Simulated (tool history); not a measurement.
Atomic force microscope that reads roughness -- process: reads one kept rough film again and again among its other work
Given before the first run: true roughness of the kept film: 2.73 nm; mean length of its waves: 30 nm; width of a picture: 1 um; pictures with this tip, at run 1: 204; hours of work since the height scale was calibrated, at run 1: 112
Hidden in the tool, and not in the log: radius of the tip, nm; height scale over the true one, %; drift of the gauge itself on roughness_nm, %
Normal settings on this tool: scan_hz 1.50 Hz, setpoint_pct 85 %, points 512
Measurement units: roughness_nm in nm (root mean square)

| run | hour | scan_hz | setpoint_pct | points | pictures with this tip | hours of work since the height scale was calibrated | roughness_nm |
|---|---|---|---|---|---|---|---|
| 1 | 0.0 | 1.50 | 85 | 512 | 204 | 112 | 1.776 |
| 2 | 5.9 | 1.50 | 85 | 512 | 211 | 116 | 1.769 |
| 3 | 12.8 | 1.50 | 85 | 512 | 219 | 121 | 1.769 |
| 4 | 26.2 | 1.50 | 85 | 512 | 234 | 130 | 1.748 |
| 5 | 38.6 | 1.50 | 85 | 512 | 248 | 139 | 1.718 |
|  | 45.5 | new tip fitted |
| 6 | 52.3 | 1.50 | 85 | 512 | 8 | 148 | 2.084 |
| 7 | 64.5 | 1.50 | 85 | 268 | 22 | 156 | 2.049 |
| 8 | 75.5 | 1.50 | 85 | 512 | 34 | 163 | 2.041 |
| 9 | 87.1 | 1.50 | 85 | 512 | 48 | 171 | 1.997 |
| 10 | 98.6 | 1.50 | 85 | 512 | 61 | 179 | 1.995 |
| 11 | 105.9 | 1.50 | 85 | 411 | 69 | 184 | 1.971 |
| 12 | 116.0 | 1.50 | 85 | 411 | 81 | 191 | 1.959 |
| 13 | 129.3 | 1.50 | 85 | 512 | 96 | 200 | 1.948 |
| 14 | 136.3 | 2.85 | 85 | 512 | 104 | 205 | 1.730 |
| 15 | 145.9 | 2.85 | 85 | 512 | 115 | 211 | 1.704 |
| 16 | 153.7 | 1.50 | 85 | 512 | 124 | 216 | 1.908 |
| 17 | 163.0 | 3.14 | 85 | 512 | 135 | 223 | 1.635 |
| 18 | 172.1 | 3.14 | 85 | 512 | 145 | 229 | 1.634 |
| 19 | 184.7 | 1.01 | 85 | 512 | 160 | 238 | 1.928 |
| 20 | 191.5 | 1.50 | 59 | 512 | 167 | 242 | 2.047 |
| 21 | 204.4 | 1.50 | 85 | 621 | 182 | 251 | 1.812 |
| 22 | 215.6 | 1.50 | 56 | 495 | 195 | 258 | 2.009 |
| 23 | 223.8 | 1.50 | 56 | 495 | 204 | 264 | 2.002 |
| 24 | 236.0 | 1.50 | 56 | 512 | 218 | 272 | 1.996 |
| 25 | 245.6 | 1.50 | 89 | 512 | 229 | 279 | 1.722 |
| 26 | 258.8 | 2.49 | 78 | 528 | 245 | 288 | 1.705 |
| 27 | 266.8 | 2.49 | 56 | 860 | 254 | 293 | 1.910 |
|  | 269.1 | new tip fitted |
| 28 | 273.7 | 0.83 | 63 | 346 | 5 | 298 | 2.327 |
| 29 | 284.5 | 0.57 | 84 | 346 | 17 | 305 | 2.250 |
| 30 | 298.2 | 0.57 | 84 | 606 | 33 | 314 | 2.230 |
| 31 | 307.3 | 2.24 | 75 | 766 | 44 | 320 | 2.044 |
| 32 | 314.9 | 0.61 | 85 | 512 | 52 | 325 | 2.173 |
| 33 | 322.7 | 0.61 | 64 | 354 | 61 | 331 | 2.228 |
| 34 | 334.8 | 1.50 | 60 | 512 | 75 | 339 | 2.187 |
| 35 | 347.6 | 0.61 | 60 | 512 | 90 | 348 | 2.214 |
| 36 | 359.0 | 1.40 | 85 | 512 | 103 | 355 | 1.959 |
| 37 | 369.3 | 1.48 | 85 | 831 | 115 | 362 | 1.919 |
| 38 | 378.7 | 1.48 | 85 | 831 | 125 | 369 | 1.901 |
| 39 | 388.1 | 2.19 | 85 | 899 | 136 | 375 | 1.779 |
| 40 | 401.3 | 2.19 | 85 | 899 | 151 | 384 | 1.750 |
| 41 | 407.1 | 1.33 | 67 | 359 | 158 | 388 | 2.010 |

What differs in the tool's unlogged condition from the final listed run ahead of each entry between runs to the first listed run following it?
Runs 5 to 6: new tip fitted (hour 45.5)
  radius of the tip, nm: 30.1 -> 11; height scale over the true one, %: -0.29 -> -0.3
  what was measured, less what the result would be without the hidden state, roughness_nm: -0.377 -> -0.029 nm (root mean square)
Runs 27 to 28: new tip fitted (hour 269.1)
  radius of the tip, nm: 29.5 -> 10.6
  what was measured, less what the result would be without the hidden state, roughness_nm: -0.408 -> -0.024 nm (root mean square)
